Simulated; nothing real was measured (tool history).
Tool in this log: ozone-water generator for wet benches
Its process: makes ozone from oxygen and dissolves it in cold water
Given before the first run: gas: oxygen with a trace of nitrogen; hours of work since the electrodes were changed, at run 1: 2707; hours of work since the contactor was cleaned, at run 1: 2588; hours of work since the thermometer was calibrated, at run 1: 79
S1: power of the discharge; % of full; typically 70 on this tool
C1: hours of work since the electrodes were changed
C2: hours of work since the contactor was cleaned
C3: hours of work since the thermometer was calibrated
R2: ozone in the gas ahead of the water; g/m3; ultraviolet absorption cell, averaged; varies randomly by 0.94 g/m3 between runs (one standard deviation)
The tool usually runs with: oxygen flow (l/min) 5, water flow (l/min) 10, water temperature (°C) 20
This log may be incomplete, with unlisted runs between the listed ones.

Run 1, hour 0: usual settings; C1 2707; C2 2588; C3 79. Result: dissolved ozone (ppm) 16.5, R2 143.9 g/m3.
Run 2, hour 88.1: usual settings; C1 2781; C2 2662; C3 153. Result: dissolved ozone (ppm) 16.4, R2 144.1 g/m3.
Run 3, hour 169: usual settings; C1 2849; C2 2730; C3 221. Result: dissolved ozone (ppm) 16.5, R2 144.1 g/m3.
Run 4, hour 237.2: usual settings but water temperature (°C) 21; C1 2906; C2 2787; C3 279. Result: dissolved ozone (ppm) 16, R2 142.9 g/m3.
Run 5, hour 312.1: usual settings; C1 2969; C2 2850; C3 342. Result: dissolved ozone (ppm) 16.1, R2 142.7 g/m3.
Run 6, hour 379.9: usual settings but water flow (l/min) 14; C1 3026; C2 2907; C3 399. Result: dissolved ozone (ppm) 12.3, R2 142.3 g/m3.
Run 7, hour 436.7: usual settings but water flow (l/min) 14; C1 3074; C2 2955; C3 446. Result: dissolved ozone (ppm) 12.4, R2 141.1 g/m3.
Run 8, hour 524.4: usual settings but water flow (l/min) 14; C1 3148; C2 3029; C3 520. Result: dissolved ozone (ppm) 12.1, R2 141.9 g/m3.
Run 9, hour 644.6: usual settings but water flow (l/min) 16; C1 3249; C2 3130; C3 621. Result: dissolved ozone (ppm) 11, R2 142.2 g/m3.
Run 10, hour 740: usual settings; C1 3329; C2 3210; C3 701. Result: dissolved ozone (ppm) 16, R2 140.7 g/m3.
Run 11, hour 824.5: usual settings but oxygen flow (l/min) 3.77; C1 3400; C2 3281; C3 772. Result: dissolved ozone (ppm) 16.6, R2 163.8 g/m3.
Run 12, hour 925.3: usual settings but oxygen flow (l/min) 3.77; C1 3485; C2 3366; C3 857. Result: dissolved ozone (ppm) 16.4, R2 162.3 g/m3.
At hour 935.2: water thermometer calibrated.
Run 13, hour 1032.5: usual settings but water flow (l/min) 15; C1 3574; C2 3455; C3 82. Result: dissolved ozone (ppm) 11.4, R2 139.6 g/m3.
Run 14, hour 1135.8: usual settings but water flow (l/min) 15; C1 3661; C2 3542; C3 169. Result: dissolved ozone (ppm) 11.3, R2 139.9 g/m3.
Run 15, hour 1244.3: usual settings but water flow (l/min) 15; C1 3752; C2 3633; C3 260. Result: dissolved ozone (ppm) 11.2, R2 137.9 g/m3.
At hour 1301.9: water thermometer calibrated, once more.
Run 16, hour 1301.9: usual settings but water flow (l/min) 7; C1 3801; C2 3682; C3 0. Result: dissolved ozone (ppm) 19.6, R2 138.1 g/m3.
Run 17, hour 1408.6: usual settings but oxygen flow (l/min) 3.19, water temperature (°C) 25; C1 3890; C2 3771; C3 90. Result: dissolved ozone (ppm) 14.8, R2 175.3 g/m3.
Run 18, hour 1510.1: usual settings but oxygen flow (l/min) 3.19, water temperature (°C) 25; C1 3976; C2 3857; C3 175. Result: dissolved ozone (ppm) 14.7, R2 174.2 g/m3.
Run 19, hour 1624.2: usual settings but oxygen flow (l/min) 3.19, water temperature (°C) 25; C1 4071; C2 3952; C3 271. Result: dissolved ozone (ppm) 14.6, R2 173.9 g/m3.
Run 20, hour 1687: usual settings but oxygen flow (l/min) 4.78, water flow (l/min) 6, water temperature (°C) 14; C1 4124; C2 4005; C3 324. Result: dissolved ozone (ppm) 24.7, R2 140.2 g/m3.
Run 21, hour 1740.3: usual settings but oxygen flow (l/min) 6.23, water flow (l/min) 7; C1 4169; C2 4050; C3 369. Result: dissolved ozone (ppm) 18.3, R2 121.8 g/m3.
Run 22, hour 1847.4: usual settings but oxygen flow (l/min) 6.23, water flow (l/min) 7; C1 4259; C2 4140; C3 459. Result: dissolved ozone (ppm) 18.3, R2 121.9 g/m3.
Run 23, hour 1920.2: usual settings but oxygen flow (l/min) 6.23, water flow (l/min) 7; C1 4320; C2 4201; C3 520. Result: dissolved ozone (ppm) 17.9, R2 120.7 g/m3.
Run 24, hour 2043.8: usual settings but oxygen flow (l/min) 6.23, water flow (l/min) 7; C1 4424; C2 4305; C3 624. Result: dissolved ozone (ppm) 18, R2 120.6 g/m3.
At hour 2157.9: contactor cleaned.
Run 25, hour 2157.9: usual settings but oxygen flow (l/min) 6.23, water flow (l/min) 7; C1 4517; C2 0; C3 716. Result: dissolved ozone (ppm) 18.7, R2 119.6 g/m3.
Run 26, hour 2279.9: usual settings but oxygen flow (l/min) 6.23, water flow (l/min) 7; C1 4619; C2 103; C3 819. Result: dissolved ozone (ppm) 18.7, R2 118.4 g/m3.
Run 27, hour 2332.5: usual settings but S1 62 % of full, oxygen flow (l/min) 2.99, water flow (l/min) 9, water temperature (°C) 17; C1 4664; C2 147; C3 863. Result: dissolved ozone (ppm) 17.4, R2 166 g/m3.
Run 28, hour 2398.6: usual settings but S1 81 % of full; C1 4719; C2 202; C3 919. Result: dissolved ozone (ppm) 16.3, R2 140.9 g/m3.
Run 29, hour 2469.9: usual settings but S1 81 % of full; C1 4779; C2 262; C3 979. Result: dissolved ozone (ppm) 16.5, R2 141.4 g/m3.
Run 30, hour 2543.8: usual settings but S1 56 % of full, oxygen flow (l/min) 6.67, water flow (l/min) 7, water temperature (°C) 13; C1 4841; C2 324; C3 1041. Result: dissolved ozone (ppm) 19.2, R2 102.3 g/m3.
Run 31, hour 2645.5: usual settings but S1 100 % of full, water flow (l/min) 7; C1 4927; C2 410; C3 1126. Result: dissolved ozone (ppm) 23.2, R2 155.4 g/m3.
Run 32, hour 2753.8: usual settings but water temperature (°C) 16; C1 5018; C2 501; C3 1217. Result: dissolved ozone (ppm) 17, R2 131.4 g/m3.

Hidden state at the last listed run before each entry between runs and at the first one after, where it differs:
Logged between run 12 and run 13: water thermometer calibrated (hour 935.2)
  yield of the discharge, % of new electrodes': 87.8 -> 87.5; contactor's efficiency, % of a clean one's: 93.8 -> 93.7; true water temperature over the reading, C: 0.05 -> 0.08
  what was measured, less what the result would be without the hidden state, dissolved ozone (ppm): -3 -> -2.2; R2: -22.4 -> -19.9 g/m3
Logged between run 15 and run 16: water thermometer calibrated, once more (hour 1301.9)
  yield of the discharge, % of new electrodes': 86.9 -> 86.8; contactor's efficiency, % of a clean one's: 93.4 -> 93.3; true water temperature over the reading, C: 0.09 -> 0.07
  what was measured, less what the result would be without the hidden state, dissolved ozone (ppm): -2.3 -> -3.9; R2: -20.8 -> -21 g/m3
Logged between run 24 and run 25: contactor cleaned (hour 2157.9)
  yield of the discharge, % of new electrodes': 84.6 -> 84.3; contactor's efficiency, % of a clean one's: 92.4 -> 99.9; true water temperature over the reading, C: 0.13 -> 0.14
  what was measured, less what the result would be without the hidden state, dissolved ozone (ppm): -4.3 -> -3.6; R2: -22 -> -22.4 g/m3
